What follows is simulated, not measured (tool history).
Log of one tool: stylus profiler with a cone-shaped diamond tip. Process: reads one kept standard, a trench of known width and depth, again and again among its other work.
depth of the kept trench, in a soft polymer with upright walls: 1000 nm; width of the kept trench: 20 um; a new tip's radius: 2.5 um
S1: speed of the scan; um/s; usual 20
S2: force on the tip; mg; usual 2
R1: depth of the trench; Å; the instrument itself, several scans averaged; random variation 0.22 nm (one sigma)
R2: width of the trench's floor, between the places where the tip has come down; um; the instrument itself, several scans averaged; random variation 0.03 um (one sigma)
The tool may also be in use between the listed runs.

Run 1, hour 0: usual settings. Result: R1 10060.1 Å, R2 15.9 um.
Run 2, hour 56.2: usual settings but S2 4.43 mg. Result: R1 10100 Å, R2 15.93 um.
At hour 65.5: height scale calibrated on a step standard.
Run 3, hour 110.7: usual settings but S2 1.47 mg. Result: R1 10046.6 Å, R2 15.84 um.
Run 4, hour 174.2: usual settings but S1 17 um/s, S2 1.47 mg. Result: R1 10051 Å, R2 15.85 um.
Run 5, hour 230.8: usual settings but S1 17 um/s, S2 1.47 mg. Result: R1 10050 Å, R2 15.87 um.
Run 6, hour 292.6: usual settings but S1 17 um/s, S2 1.47 mg. Result: R1 10051.3 Å, R2 15.84 um.
Run 7, hour 323.2: usual settings. Result: R1 10057.2 Å, R2 15.87 um.
Run 8, hour 376.4: usual settings. Result: R1 10062.1 Å, R2 15.87 um.
Run 9, hour 405.1: usual settings. Result: R1 10056.7 Å, R2 15.86 um.
Run 10, hour 448.9: usual settings. Result: R1 10055.9 Å, R2 15.86 um.
Run 11, hour 490: usual settings. Result: R1 10062.7 Å, R2 15.87 um.
Run 12, hour 520.2: usual settings. Result: R1 10059.8 Å, R2 15.9 um.
Run 13, hour 581.8: usual settings but S2 2.15 mg. Result: R1 10062 Å, R2 15.91 um.
Run 14, hour 634.7: usual settings but S2 2.15 mg. Result: R1 10061.3 Å, R2 15.9 um.
Run 15, hour 678.2: usual settings but S2 2.15 mg. Result: R1 10060.4 Å, R2 15.89 um.
Run 16, hour 735.6: usual settings. Result: R1 10061.7 Å, R2 15.89 um.
Run 17, hour 785.7: usual settings. Result: R1 10057.6 Å, R2 15.88 um.
Run 18, hour 821.4: usual settings. Result: R1 10061.5 Å, R2 15.9 um.
Run 19, hour 870.6: usual settings. Result: R1 10056.3 Å, R2 15.91 um.
Run 20, hour 929.4: usual settings. Result: R1 10060.5 Å, R2 15.86 um.
Run 21, hour 979.4: usual settings but S1 13 um/s. Result: R1 10055 Å, R2 15.93 um.
Run 22, hour 1037.3: usual settings but S1 13 um/s. Result: R1 10058.1 Å, R2 15.87 um.
Run 23, hour 1098.8: usual settings. Result: R1 10059.1 Å, R2 15.85 um.
Run 24, hour 1161.7: usual settings. Result: R1 10060.7 Å, R2 15.85 um.
Run 25, hour 1222.1: usual settings. Result: R1 10059.4 Å, R2 15.91 um.
Run 26, hour 1268.2: usual settings but S1 6 um/s, S2 3.93 mg. Result: R1 10092.2 Å, R2 15.96 um.
Run 27, hour 1323.7: usual settings but S1 6 um/s, S2 3.93 mg. Result: R1 10093.4 Å, R2 15.99 um.
Run 28, hour 1379.8: usual settings but S1 6 um/s, S2 3.93 mg. Result: R1 10092.5 Å, R2 15.96 um.
Run 29, hour 1435.1: usual settings but S2 2.05 mg. Result: R1 10065.7 Å, R2 15.86 um.
Run 30, hour 1491.9: usual settings but S1 42 um/s, S2 1.19 mg. Result: R1 10041.9 Å, R2 15.66 um.
Run 31, hour 1542.6: usual settings but S1 74 um/s, S2 0.74 mg. Result: R1 10034 Å, R2 15.31 um.
Run 32, hour 1576.6: usual settings but S1 74 um/s, S2 0.74 mg. Result: R1 10032.2 Å, R2 15.37 um.
Run 33, hour 1615: usual settings but S1 74 um/s, S2 0.74 mg. Result: R1 10032.1 Å, R2 15.3 um.
Run 34, hour 1681.6: usual settings but S1 13 um/s, S2 0.8 mg. Result: R1 10031.9 Å, R2 15.85 um.
Run 35, hour 1725.1: usual settings but S1 7 um/s, S2 5.61 mg. Result: R1 10116.2 Å, R2 15.93 um.
Run 36, hour 1765.5: usual settings but S1 36 um/s, S2 0.77 mg. Result: R1 10030.9 Å, R2 15.69 um.
Run 37, hour 1815: usual settings but S1 36 um/s, S2 0.77 mg. Result: R1 10031.7 Å, R2 15.71 um.
Run 38, hour 1851.9: usual settings but S1 36 um/s, S2 0.77 mg. Result: R1 10031.3 Å, R2 15.63 um.
Run 39, hour 1898.7: usual settings but S1 18 um/s, S2 1.68 mg. Result: R1 10050 Å, R2 15.83 um.
Run 40, hour 1936.2: usual settings but S1 18 um/s, S2 1.68 mg. Result: R1 10053.8 Å, R2 15.91 um.
Run 41, hour 1971.8: usual settings but S1 18 um/s, S2 1.68 mg. Result: R1 10051 Å, R2 15.92 um.
Run 42, hour 2003.9: usual settings but S1 18 um/s, S2 0.79 mg. Result: R1 10032.3 Å, R2 15.85 um.
Run 43, hour 2040: usual settings but S1 18 um/s, S2 0.79 mg. Result: R1 10033.4 Å, R2 15.83 um.
Run 44, hour 2089.3: usual settings but S2 1.61 mg. Result: R1 10053 Å, R2 15.87 um.
Run 45, hour 2149.8: usual settings but S2 1.61 mg. Result: R1 10053.7 Å, R2 15.83 um.

The same runs without the tool's hidden state, with the same run-to-run variation:
The hidden state here: radius of the tip, um; height scale over the true one, %; drift of the gauge itself on depth_nm, %; drift of the gauge itself on floor_um, %.
run     R2
  1  15.92
  2  15.95
  3  15.85
  4  15.87
  5  15.88
  6  15.85
  7  15.88
  8  15.89
  9  15.88
 10  15.88
 11  15.89
 12  15.92
 13  15.93
 14  15.92
 15  15.91
 16  15.91
 17   15.9
 18  15.92
 19  15.93
 20  15.88
 21  15.96
 22   15.9
 23  15.87
 24  15.87
 25  15.93
 26  15.98
 27  16.02
 28  15.98
 29  15.88
 30  15.68
 31  15.33
 32  15.39
 33  15.33
 34  15.88
 35  15.95
 36  15.72
 37  15.74
 38  15.66
 39  15.86
 40  15.93
 41  15.94
 42  15.88
 43  15.85
 44   15.9
 45  15.86
R1: within 0.3 Å of the measured result in every run.
